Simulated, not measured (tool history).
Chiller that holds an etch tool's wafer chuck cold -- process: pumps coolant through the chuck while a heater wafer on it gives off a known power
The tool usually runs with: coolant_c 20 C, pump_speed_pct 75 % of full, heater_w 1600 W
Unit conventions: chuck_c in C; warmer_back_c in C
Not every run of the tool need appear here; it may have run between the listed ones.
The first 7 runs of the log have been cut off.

run 8 hour=136.7 | coolant_c=20 pump_speed_pct=75 heater_w=1600 | chuck_c=30.3 warmer_back_c=4.77
run 9 hour=149.4 | coolant_c=20 pump_speed_pct=75 heater_w=1600 | chuck_c=30.4 warmer_back_c=4.72
run 10 hour=171.2 | coolant_c=20 pump_speed_pct=75 heater_w=1600 | chuck_c=30.4 warmer_back_c=4.76
run 11 hour=201.0 | coolant_c=20 pump_speed_pct=65 heater_w=1600 | chuck_c=31.8 warmer_back_c=5.54
run 12 hour=227.8 | coolant_c=20 pump_speed_pct=65 heater_w=1600 | chuck_c=31.9 warmer_back_c=5.58
run 13 hour=240.6 | coolant_c=20 pump_speed_pct=65 heater_w=1600 | chuck_c=31.7 warmer_back_c=5.51
run 14 hour=260.1 | coolant_c=24 pump_speed_pct=65 heater_w=1600 | chuck_c=35.7 warmer_back_c=5.52
run 15 hour=272.7 | coolant_c=24 pump_speed_pct=65 heater_w=1600 | chuck_c=35.9 warmer_back_c=5.64
run 16 hour=300.9 | coolant_c=20 pump_speed_pct=75 heater_w=1024 | chuck_c=26.9 warmer_back_c=3.20
run 17 hour=327.4 | coolant_c=20 pump_speed_pct=65 heater_w=1463 | chuck_c=30.8 warmer_back_c=5.12
run 18 hour=356.8 | coolant_c=20 pump_speed_pct=98 heater_w=930 | chuck_c=24.7 warmer_back_c=2.29
run 19 hour=386.3 | coolant_c=15 pump_speed_pct=75 heater_w=2151 | chuck_c=28.7 warmer_back_c=6.53
-- hour=402.0 gauge calibrated
run 20 hour=402.0 | coolant_c=16 pump_speed_pct=68 heater_w=825 | chuck_c=21.8 warmer_back_c=2.67
run 21 hour=425.4 | coolant_c=16 pump_speed_pct=68 heater_w=825 | chuck_c=21.9 warmer_back_c=2.71
run 22 hour=448.6 | coolant_c=16 pump_speed_pct=68 heater_w=825 | chuck_c=21.9 warmer_back_c=2.70
run 23 hour=462.3 | coolant_c=20 pump_speed_pct=75 heater_w=2091 | chuck_c=33.6 warmer_back_c=6.16
run 24 hour=480.1 | coolant_c=27 pump_speed_pct=63 heater_w=1600 | chuck_c=39.2 warmer_back_c=5.59
run 25 hour=507.7 | coolant_c=27 pump_speed_pct=63 heater_w=1600 | chuck_c=39.1 warmer_back_c=5.63
run 26 hour=525.1 | coolant_c=27 pump_speed_pct=63 heater_w=1600 | chuck_c=39.0 warmer_back_c=5.66
run 27 hour=555.5 | coolant_c=27 pump_speed_pct=63 heater_w=1600 | chuck_c=39.3 warmer_back_c=5.73
run 28 hour=570.6 | coolant_c=20 pump_speed_pct=83 heater_w=1190 | chuck_c=26.8 warmer_back_c=3.28
run 29 hour=589.3 | coolant_c=15 pump_speed_pct=97 heater_w=1600 | chuck_c=23.0 warmer_back_c=3.72
run 30 hour=611.2 | coolant_c=15 pump_speed_pct=97 heater_w=1600 | chuck_c=23.0 warmer_back_c=3.73
run 31 hour=634.1 | coolant_c=15 pump_speed_pct=75 heater_w=1319 | chuck_c=23.4 warmer_back_c=4.00

What if the next run were any one of these 5? Each begins from the tool's condition after run 31:
run A hour=647.4 | coolant_c=28 pump_speed_pct=75 heater_w=1060 | chuck_c=? warmer_back_c=?
run B hour=647.4 | coolant_c=20 pump_speed_pct=63 heater_w=1600 | chuck_c=? warmer_back_c=?
run C hour=647.4 | coolant_c=15 pump_speed_pct=86 heater_w=1605 | chuck_c=? warmer_back_c=?
run D hour=647.4 | coolant_c=13 pump_speed_pct=75 heater_w=1319 | chuck_c=? warmer_back_c=?
run E hour=647.4 | coolant_c=15 pump_speed_pct=75 heater_w=882 | chuck_c=? warmer_back_c=?

run=A chuck_c=34.8 warmer_back_c=3.21
run=B chuck_c=32.2 warmer_back_c=5.75
run=C chuck_c=24.3 warmer_back_c=4.27
run=D chuck_c=21.7 warmer_back_c=3.97
run=E chuck_c=20.7 warmer_back_c=2.72
With no hidden state in the tool, these same runs would have given:
run=A chuck_c=34.8 warmer_back_c=3.05
run=B chuck_c=32.2 warmer_back_c=5.60
run=C chuck_c=24.4 warmer_back_c=4.12
run=D chuck_c=21.7 warmer_back_c=3.81
run=E chuck_c=20.7 warmer_back_c=2.57

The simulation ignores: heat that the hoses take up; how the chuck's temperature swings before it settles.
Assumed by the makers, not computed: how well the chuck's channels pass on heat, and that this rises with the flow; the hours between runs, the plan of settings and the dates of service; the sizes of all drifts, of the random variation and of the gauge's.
